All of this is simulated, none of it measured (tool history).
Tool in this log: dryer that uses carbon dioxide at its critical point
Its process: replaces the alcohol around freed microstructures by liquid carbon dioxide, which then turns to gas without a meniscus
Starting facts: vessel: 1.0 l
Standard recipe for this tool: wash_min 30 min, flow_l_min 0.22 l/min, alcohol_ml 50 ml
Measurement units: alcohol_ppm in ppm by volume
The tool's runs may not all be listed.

run,day,wash_min,flow_l_min,alcohol_ml,alcohol_ppm
1,0,30,0.22,50,298
2,0.279,29,0.22,50,341
3,0.5,30,0.22,50,300
4,0.812,43,0.22,50,58
5,1.092,43,0.22,50,65
6,1.458,30,0.235,50,226
7,1.696,30,0.196,50,540
8,1.888,30,0.196,50,558
9,2.283,30,0.196,50,564
10,2.671,30,0.196,50,589
11,3.004,30,0.196,50,571
12,3.388,30,0.196,50,582
13,3.579,30,0.205,50,491
14,3.792,40,0.22,50,94
15,4.033,30,0.22,50,369
16,4.267,30,0.22,50,358
17,4.471,30,0.22,50,365
18,4.696,30,0.22,50,374
19,5.038,35,0.196,96,584
20,5.242,35,0.196,96,575
21,5.521,35,0.196,96,608
22,5.85,35,0.196,96,615
23,6.208,43,0.178,25,132
24,6.529,23,0.22,81,1860
25,6.929,23,0.22,81,1899
26,7.138,23,0.22,81,1871
27,7.412,43,0.22,77,124
28,7.608,43,0.22,77,109
29,7.775,30,0.22,46,386
30,8.021,30,0.22,46,394

Branching from run 30: 5 alternative next runs. What would each branch give?
A,8.425,30,0.22,50,?
B,8.425,30,0.286,87,?
C,8.425,34,0.22,61,?
D,8.425,24,0.22,46,?
E,8.425,30,0.137,46,?

run,alcohol_ppm
A,432
B,205
C,301
D,995
E,2381
Without the tool's unlogged condition, the same runs would have read:
run,alcohol_ppm
A,196
B,69
C,118
D,556
E,1560
